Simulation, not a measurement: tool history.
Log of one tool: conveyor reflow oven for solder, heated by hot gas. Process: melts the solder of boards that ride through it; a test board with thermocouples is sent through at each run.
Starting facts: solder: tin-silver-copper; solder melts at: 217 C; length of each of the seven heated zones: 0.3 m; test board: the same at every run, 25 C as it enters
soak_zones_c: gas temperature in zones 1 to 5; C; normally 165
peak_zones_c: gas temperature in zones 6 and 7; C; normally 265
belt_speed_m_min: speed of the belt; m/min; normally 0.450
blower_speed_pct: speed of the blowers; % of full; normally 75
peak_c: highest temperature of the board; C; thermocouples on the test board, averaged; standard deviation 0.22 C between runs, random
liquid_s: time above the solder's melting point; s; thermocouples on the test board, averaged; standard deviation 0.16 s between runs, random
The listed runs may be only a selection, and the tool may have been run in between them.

| run | day | soak_zones_c | peak_zones_c | belt_speed_m_min | blower_speed_pct | peak_c | liquid_s |
|---|---|---|---|---|---|---|---|
| 1 | 0.000 | 165 | 265 | 0.450 | 75 | 248.3 | 54.3 |
| 2 | 0.375 | 169 | 265 | 0.450 | 75 | 249.1 | 56.2 |
| 3 | 0.808 | 169 | 265 | 0.450 | 75 | 249.1 | 55.9 |
| 4 | 1.233 | 169 | 265 | 0.450 | 75 | 248.7 | 55.9 |
| 5 | 1.650 | 169 | 265 | 0.450 | 75 | 248.9 | 55.9 |
| 6 | 2.046 | 169 | 254 | 0.450 | 75 | 239.5 | 46.9 |
| 7 | 2.554 | 174 | 265 | 0.450 | 75 | 249.8 | 58.3 |
| 8 | 2.921 | 174 | 260 | 0.450 | 75 | 245.0 | 54.7 |
| 9 | 3.329 | 174 | 260 | 0.450 | 75 | 245.3 | 54.4 |
| 10 | 3.671 | 174 | 260 | 0.450 | 75 | 245.1 | 54.8 |
| 11 | 4.142 | 174 | 260 | 0.450 | 75 | 245.2 | 54.7 |
| 12 | 4.750 | 174 | 260 | 0.450 | 75 | 244.8 | 54.8 |
| 13 | 5.225 | 174 | 260 | 0.450 | 72 | 244.7 | 53.7 |
| 14 | 5.642 | 174 | 260 | 0.450 | 72 | 244.5 | 54.0 |
| 15 | 6.008 | 165 | 265 | 0.450 | 75 | 248.0 | 53.5 |
| 16 | 6.433 | 165 | 265 | 0.450 | 75 | 247.6 | 53.8 |
| 17 | 6.829 | 165 | 265 | 0.450 | 75 | 248.2 | 53.5 |
| 18 | 7.279 | 165 | 265 | 0.450 | 75 | 247.9 | 53.3 |
|  | 7.671 | flux residue cleaned out of gas plates and filters |
| 19 | 7.850 | 176 | 265 | 0.450 | 67 | 249.5 | 58.9 |
| 20 | 8.321 | 165 | 262 | 0.426 | 75 | 247.9 | 58.1 |
| 21 | 8.800 | 165 | 262 | 0.426 | 75 | 248.6 | 58.0 |
| 22 | 9.092 | 165 | 265 | 0.457 | 75 | 248.5 | 53.8 |

What does the tool deliver on the next run?
| 23 | 9.654 | 160 | 257 | 0.513 | 75 | ? | ? |

Run 23 gave peak_c 236.7 C, liquid_s 34.7 s.
On a tool with no hidden condition, and with the same random variation, this run would have come out at peak_c 237.6 C, liquid_s 35.5 s.
